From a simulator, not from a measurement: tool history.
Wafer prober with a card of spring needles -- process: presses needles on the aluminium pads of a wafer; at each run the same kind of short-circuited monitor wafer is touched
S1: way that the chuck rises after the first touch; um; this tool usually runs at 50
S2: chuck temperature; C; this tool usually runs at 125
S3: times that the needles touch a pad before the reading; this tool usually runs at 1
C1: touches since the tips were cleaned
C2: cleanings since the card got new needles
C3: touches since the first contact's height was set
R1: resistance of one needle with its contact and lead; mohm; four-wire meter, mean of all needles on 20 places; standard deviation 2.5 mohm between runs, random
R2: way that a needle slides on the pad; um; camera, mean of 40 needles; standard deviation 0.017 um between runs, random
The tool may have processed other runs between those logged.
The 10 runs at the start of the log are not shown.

{"run": 11, "day": 4.958, "S1": 50, "S2": 29, "S3": 1, "C1": 5465, "C2": 31, "C3": 104623, "R1": 426, "R2": 8.57}
{"day": 5.062, "done": "tips cleaned on abrasive film"}
{"run": 12, "day": 5.258, "S1": 50, "S2": 29, "S3": 1, "C1": 2356, "C2": 32, "C3": 108154, "R1": 390, "R2": 8.53}
{"day": 5.604, "done": "tips cleaned on abrasive film"}
{"day": 5.617, "done": "height of the first contact set anew"}
{"run": 13, "day": 5.846, "S1": 50, "S2": 29, "S3": 1, "C1": 2759, "C2": 33, "C3": 2759, "R1": 378, "R2": 8.82}
{"day": 6.146, "done": "tips cleaned on abrasive film"}
{"run": 14, "day": 6.188, "S1": 50, "S2": 29, "S3": 1, "C1": 516, "C2": 34, "C3": 6768, "R1": 295, "R2": 8.84}
{"day": 6.708, "done": "tips cleaned on abrasive film"}
{"run": 15, "day": 6.75, "S1": 50, "S2": 125, "S3": 1, "C1": 498, "C2": 35, "C3": 13444, "R1": 326, "R2": 8.79}
{"run": 16, "day": 7.038, "S1": 44, "S2": 53, "S3": 3, "C1": 3920, "C2": 35, "C3": 16866, "R1": 333, "R2": 7.74}
{"day": 7.279, "done": "tips cleaned on abrasive film"}
{"run": 17, "day": 7.6, "S1": 30, "S2": 31, "S3": 2, "C1": 3790, "C2": 36, "C3": 23492, "R1": 491, "R2": 5.26}
{"day": 7.833, "done": "tips cleaned on abrasive film"}
{"run": 18, "day": 7.938, "S1": 30, "S2": 31, "S3": 2, "C1": 1244, "C2": 37, "C3": 27498, "R1": 396, "R2": 5.21}
{"run": 19, "day": 8.338, "S1": 66, "S2": 50, "S3": 1, "C1": 5998, "C2": 37, "C3": 32252, "R1": 352, "R2": 11.56}
{"day": 8.392, "done": "tips cleaned on abrasive film"}
{"run": 20, "day": 8.667, "S1": 55, "S2": 109, "S3": 3, "C1": 3282, "C2": 38, "C3": 36127, "R1": 315, "R2": 9.61}
{"day": 8.921, "done": "tips cleaned on abrasive film"}
{"run": 21, "day": 8.933, "S1": 50, "S2": 36, "S3": 2, "C1": 176, "C2": 39, "C3": 39290, "R1": 275, "R2": 8.72}
{"day": 9.458, "done": "tips cleaned on abrasive film"}
{"run": 22, "day": 9.475, "S1": 32, "S2": 31, "S3": 2, "C1": 214, "C2": 40, "C3": 45695, "R1": 315, "R2": 5.52}
{"run": 23, "day": 9.904, "S1": 48, "S2": 85, "S3": 1, "C1": 5313, "C2": 40, "C3": 50794, "R1": 442, "R2": 8.35}
{"day": 9.992, "done": "tips cleaned on abrasive film"}
{"run": 24, "day": 10.496, "S1": 43, "S2": 85, "S3": 2, "C1": 6007, "C2": 41, "C3": 57805, "R1": 405, "R2": 7.45}
{"day": 10.542, "done": "tips cleaned on abrasive film"}
{"day": 11.067, "done": "tips cleaned on abrasive film"}
{"run": 25, "day": 11.133, "S1": 55, "S2": 79, "S3": 1, "C1": 764, "C2": 43, "C3": 65301, "R1": 322, "R2": 9.54}
{"day": 11.612, "done": "tips cleaned on abrasive film"}
{"run": 26, "day": 11.683, "S1": 55, "S2": 79, "S3": 1, "C1": 839, "C2": 44, "C3": 71832, "R1": 327, "R2": 9.48}
{"day": 12.188, "done": "tips cleaned on abrasive film"}
{"run": 27, "day": 12.2, "S1": 33, "S2": 79, "S3": 3, "C1": 125, "C2": 45, "C3": 77926, "R1": 302, "R2": 5.57}
{"run": 28, "day": 12.65, "S1": 33, "S2": 79, "S3": 3, "C1": 5485, "C2": 45, "C3": 83286, "R1": 417, "R2": 5.58}
{"day": 12.738, "done": "tips cleaned on abrasive film"}
{"run": 29, "day": 13.208, "S1": 34, "S2": 125, "S3": 2, "C1": 5633, "C2": 46, "C3": 89924, "R1": 492, "R2": 5.73}
{"day": 13.288, "done": "tips cleaned on abrasive film"}
{"day": 13.833, "done": "tips cleaned on abrasive film"}
{"run": 30, "day": 13.838, "S1": 54, "S2": 35, "S3": 1, "C1": 63, "C2": 48, "C3": 97343, "R1": 272, "R2": 9.29}

3 ways to go on from here, each from the tool as it stands after run 30. What would each give?
{"run": "A", "day": 14.204, "S1": 54, "S2": 29, "S3": 1, "C1": 4390, "C2": 48, "C3": 101670, "R1": "?", "R2": "?"}
{"run": "B", "day": 14.204, "S1": 52, "S2": 125, "S3": 2, "C1": 4390, "C2": 48, "C3": 101670, "R1": "?", "R2": "?"}
{"run": "C", "day": 14.204, "S1": 42, "S2": 46, "S3": 2, "C1": 4390, "C2": 48, "C3": 101670, "R1": "?", "R2": "?"}

run=A R1=396 R2=9.24
run=B R1=371 R2=8.89
run=C R1=412 R2=7.12
Stripped of hidden state, with their random variation kept, the same runs would have yielded:
run=A R1=247 R2=9.54
run=B R1=284 R2=9.19
run=C R1=266 R2=7.42
